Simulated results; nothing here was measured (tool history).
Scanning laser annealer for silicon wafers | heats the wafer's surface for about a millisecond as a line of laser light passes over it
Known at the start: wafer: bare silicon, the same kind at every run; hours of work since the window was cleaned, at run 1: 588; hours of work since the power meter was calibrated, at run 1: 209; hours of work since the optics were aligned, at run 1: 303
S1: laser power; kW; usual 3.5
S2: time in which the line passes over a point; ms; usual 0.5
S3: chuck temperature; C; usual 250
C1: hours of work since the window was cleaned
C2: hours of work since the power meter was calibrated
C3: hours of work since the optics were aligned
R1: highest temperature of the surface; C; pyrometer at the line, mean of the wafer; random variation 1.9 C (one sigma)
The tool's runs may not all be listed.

run 1 hour=0 | S1=3.5 S2=0.5 S3=250 | C1=588 C2=209 C3=303 | R1=1077
run 2 hour=8.5 | S1=3.5 S2=0.5 S3=250 | C1=592 C2=212 C3=307 | R1=1077
run 3 hour=19 | S1=3.5 S2=0.5 S3=250 | C1=596 C2=217 C3=311 | R1=1075
run 4 hour=30.5 | S1=3.5 S2=0.5 S3=250 | C1=601 C2=222 C3=316 | R1=1075
run 5 hour=42.6 | S1=3.5 S2=0.5 S3=250 | C1=606 C2=227 C3=321 | R1=1078
run 6 hour=49.3 | S1=3.597 S2=0.5 S3=250 | C1=609 C2=230 C3=324 | R1=1100
run 7 hour=62.5 | S1=3.5 S2=0.5 S3=262 | C1=614 C2=235 C3=330 | R1=1091
run 8 hour=73 | S1=3.5 S2=0.5 S3=250 | C1=619 C2=240 C3=334 | R1=1075
run 9 hour=85.8 | S1=3.5 S2=0.5 S3=250 | C1=624 C2=245 C3=340 | R1=1079
run 10 hour=91.6 | S1=3.5 S2=0.5 S3=250 | C1=627 C2=248 C3=342 | R1=1078
run 11 hour=99.5 | S1=3.5 S2=0.5 S3=235 | C1=630 C2=251 C3=345 | R1=1061
run 12 hour=113 | S1=3.5 S2=0.5 S3=235 | C1=636 C2=257 C3=351 | R1=1060
run 13 hour=124.4 | S1=3.386 S2=0.5 S3=250 | C1=641 C2=261 C3=356 | R1=1054
run 14 hour=133.6 | S1=3.693 S2=0.5 S3=250 | C1=645 C2=265 C3=360 | R1=1123
-- hour=141.1 window over the wafer cleaned
run 15 hour=144.7 | S1=3.693 S2=0.5 S3=250 | C1=2 C2=269 C3=364 | R1=1143
run 16 hour=151.6 | S1=3.693 S2=0.5 S3=250 | C1=4 C2=272 C3=367 | R1=1140
run 17 hour=164.8 | S1=3.693 S2=0.5 S3=250 | C1=10 C2=278 C3=372 | R1=1141
run 18 hour=175.4 | S1=3.693 S2=0.5 S3=250 | C1=15 C2=282 C3=377 | R1=1140
run 19 hour=185.5 | S1=3.5 S2=0.5 S3=250 | C1=19 C2=286 C3=381 | R1=1096
run 20 hour=198.5 | S1=3.5 S2=0.5 S3=250 | C1=24 C2=292 C3=386 | R1=1097
run 21 hour=210.8 | S1=3.5 S2=0.5 S3=250 | C1=30 C2=297 C3=392 | R1=1092
run 22 hour=223.5 | S1=3.5 S2=0.5 S3=250 | C1=35 C2=303 C3=397 | R1=1094
run 23 hour=232.7 | S1=3.5 S2=0.5 S3=250 | C1=39 C2=306 C3=401 | R1=1096
run 24 hour=245.7 | S1=3.769 S2=0.569 S3=258 | C1=44 C2=312 C3=406 | R1=1230
run 25 hour=254.5 | S1=3.769 S2=0.569 S3=258 | C1=48 C2=316 C3=410 | R1=1233
run 26 hour=266.3 | S1=3.608 S2=0.5 S3=230 | C1=53 C2=321 C3=415 | R1=1097
-- hour=272.1 optics aligned, line set to its width
run 27 hour=282.8 | S1=3.492 S2=0.608 S3=250 | C1=58 C2=326 C3=5 | R1=1191
run 28 hour=293.7 | S1=3.464 S2=0.5 S3=280 | C1=63 C2=330 C3=9 | R1=1113
run 29 hour=306.5 | S1=3.35 S2=0.5 S3=280 | C1=68 C2=336 C3=15 | R1=1091
run 30 hour=313.8 | S1=3.428 S2=0.456 S3=239 | C1=71 C2=339 C3=18 | R1=1022
run 31 hour=327.3 | S1=3.706 S2=0.456 S3=217 | C1=77 C2=344 C3=23 | R1=1061
run 32 hour=333.3 | S1=3.5 S2=0.567 S3=242 | C1=79 C2=347 C3=26 | R1=1149
run 33 hour=339.9 | S1=3.5 S2=0.503 S3=227 | C1=82 C2=350 C3=29 | R1=1073
run 34 hour=348.2 | S1=3.5 S2=0.503 S3=227 | C1=86 C2=353 C3=32 | R1=1076
-- hour=359 optics aligned, line set to its width, once more
run 35 hour=361.3 | S1=3.387 S2=0.579 S3=248 | C1=89 C2=357 C3=1 | R1=1136
run 36 hour=374.6 | S1=3.585 S2=0.385 S3=250 | C1=95 C2=362 C3=7 | R1=999
run 37 hour=386.3 | S1=3.187 S2=0.475 S3=217 | C1=100 C2=367 C3=12 | R1=970
run 38 hour=400.2 | S1=3.512 S2=0.502 S3=273 | C1=106 C2=373 C3=17 | R1=1123
run 39 hour=411.2 | S1=3.512 S2=0.502 S3=273 | C1=110 C2=378 C3=22 | R1=1125
run 40 hour=417.9 | S1=3.512 S2=0.502 S3=273 | C1=113 C2=381 C3=25 | R1=1124

Forecast each of these 3 alternatives for the next run:
run A hour=430.6 | S1=3.649 S2=0.502 S3=273 | C1=118 C2=386 C3=30 | R1=?
run B hour=430.6 | S1=3.486 S2=0.536 S3=273 | C1=118 C2=386 C3=30 | R1=?
run C hour=430.6 | S1=3.512 S2=0.45 S3=275 | C1=118 C2=386 C3=30 | R1=?

run=A R1=1153
run=B R1=1149
run=C R1=1070
Without the tool's hidden state the same runs would have given:
run=A R1=1156
run=B R1=1153
run=C R1=1073

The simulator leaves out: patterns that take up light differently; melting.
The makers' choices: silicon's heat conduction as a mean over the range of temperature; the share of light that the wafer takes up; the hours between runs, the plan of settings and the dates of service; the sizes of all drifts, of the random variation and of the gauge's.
